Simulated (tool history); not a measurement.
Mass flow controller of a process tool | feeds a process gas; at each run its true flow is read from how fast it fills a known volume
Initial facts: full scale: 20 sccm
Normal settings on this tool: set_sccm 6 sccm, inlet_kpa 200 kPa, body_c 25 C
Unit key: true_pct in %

run 1 day=0.000 | set_sccm=6 inlet_kpa=200 body_c=25 | true_pct=99.02
run 2 day=6.354 | set_sccm=6 inlet_kpa=200 body_c=20 | true_pct=99.56
run 3 day=12.292 | set_sccm=3 inlet_kpa=200 body_c=25 | true_pct=98.00
run 4 day=17.783 | set_sccm=3 inlet_kpa=200 body_c=25 | true_pct=97.97
run 5 day=23.617 | set_sccm=6 inlet_kpa=200 body_c=25 | true_pct=98.84
run 6 day=30.733 | set_sccm=6 inlet_kpa=200 body_c=25 | true_pct=98.84
run 7 day=37.275 | set_sccm=6 inlet_kpa=200 body_c=23 | true_pct=99.00
run 8 day=44.625 | set_sccm=6 inlet_kpa=200 body_c=23 | true_pct=98.90
run 9 day=51.338 | set_sccm=6 inlet_kpa=200 body_c=23 | true_pct=98.80
run 10 day=55.271 | set_sccm=6 inlet_kpa=200 body_c=23 | true_pct=98.87
run 11 day=59.717 | set_sccm=6 inlet_kpa=267 body_c=23 | true_pct=98.42
run 12 day=67.250 | set_sccm=6 inlet_kpa=172 body_c=23 | true_pct=98.97
run 13 day=72.496 | set_sccm=6 inlet_kpa=172 body_c=23 | true_pct=98.94
run 14 day=75.933 | set_sccm=6 inlet_kpa=172 body_c=23 | true_pct=98.74
run 15 day=82.783 | set_sccm=6 inlet_kpa=172 body_c=23 | true_pct=98.70
run 16 day=87.517 | set_sccm=6 inlet_kpa=172 body_c=34 | true_pct=97.46
run 17 day=90.717 | set_sccm=6 inlet_kpa=172 body_c=34 | true_pct=97.56
run 18 day=97.350 | set_sccm=6 inlet_kpa=172 body_c=34 | true_pct=97.50
run 19 day=101.800 | set_sccm=6 inlet_kpa=182 body_c=34 | true_pct=97.36
run 20 day=108.588 | set_sccm=6 inlet_kpa=182 body_c=34 | true_pct=97.32
run 21 day=115.229 | set_sccm=6 inlet_kpa=211 body_c=25 | true_pct=98.10
run 22 day=121.296 | set_sccm=6 inlet_kpa=200 body_c=24 | true_pct=98.16
run 23 day=126.333 | set_sccm=6 inlet_kpa=200 body_c=24 | true_pct=98.17
run 24 day=130.717 | set_sccm=6 inlet_kpa=200 body_c=24 | true_pct=98.21
run 25 day=134.900 | set_sccm=11 inlet_kpa=213 body_c=24 | true_pct=99.46
run 26 day=142.325 | set_sccm=6 inlet_kpa=140 body_c=27 | true_pct=98.08
run 27 day=148.062 | set_sccm=6 inlet_kpa=246 body_c=29 | true_pct=97.16
run 28 day=153.900 | set_sccm=6 inlet_kpa=258 body_c=34 | true_pct=96.45
run 29 day=160.533 | set_sccm=3 inlet_kpa=147 body_c=35 | true_pct=94.46
run 30 day=167.050 | set_sccm=6 inlet_kpa=187 body_c=25 | true_pct=97.82
run 31 day=172.750 | set_sccm=3 inlet_kpa=184 body_c=29 | true_pct=94.54
run 32 day=178.700 | set_sccm=5 inlet_kpa=275 body_c=33 | true_pct=95.69
run 33 day=183.612 | set_sccm=5 inlet_kpa=275 body_c=33 | true_pct=95.61
run 34 day=187.108 | set_sccm=3 inlet_kpa=200 body_c=25 | true_pct=94.63
run 35 day=192.871 | set_sccm=7 inlet_kpa=200 body_c=24 | true_pct=98.15
run 36 day=199.667 | set_sccm=9 inlet_kpa=199 body_c=30 | true_pct=98.05
run 37 day=207.438 | set_sccm=9 inlet_kpa=240 body_c=30 | true_pct=97.81
run 38 day=212.079 | set_sccm=6 inlet_kpa=193 body_c=25 | true_pct=97.50
run 39 day=218.442 | set_sccm=5 inlet_kpa=193 body_c=23 | true_pct=96.99
run 40 day=221.638 | set_sccm=5 inlet_kpa=193 body_c=23 | true_pct=96.94
run 41 day=228.667 | set_sccm=11 inlet_kpa=153 body_c=22 | true_pct=99.59
run 42 day=236.467 | set_sccm=10 inlet_kpa=200 body_c=25 | true_pct=98.65
run 43 day=243.771 | set_sccm=6 inlet_kpa=200 body_c=27 | true_pct=96.94
-- day=244.604 controller's zero set anew
run 44 day=248.704 | set_sccm=4 inlet_kpa=175 body_c=24 | true_pct=100.86
run 45 day=253.400 | set_sccm=18 inlet_kpa=224 body_c=24 | true_pct=100.96

3 options for the next run, each taken on its own from the tool as it stands now. Forecast them:
run A day=258.321 | set_sccm=18 inlet_kpa=224 body_c=24 | true_pct=?
run B day=258.321 | set_sccm=7 inlet_kpa=217 body_c=31 | true_pct=?
run C day=258.321 | set_sccm=5 inlet_kpa=224 body_c=26 | true_pct=?

run=A true_pct=100.98
run=B true_pct=99.87
run=C true_pct=100.18
Stripped of hidden state, with their random variation kept, the same runs would have yielded:
run=A true_pct=99.77
run=B true_pct=98.78
run=C true_pct=99.18
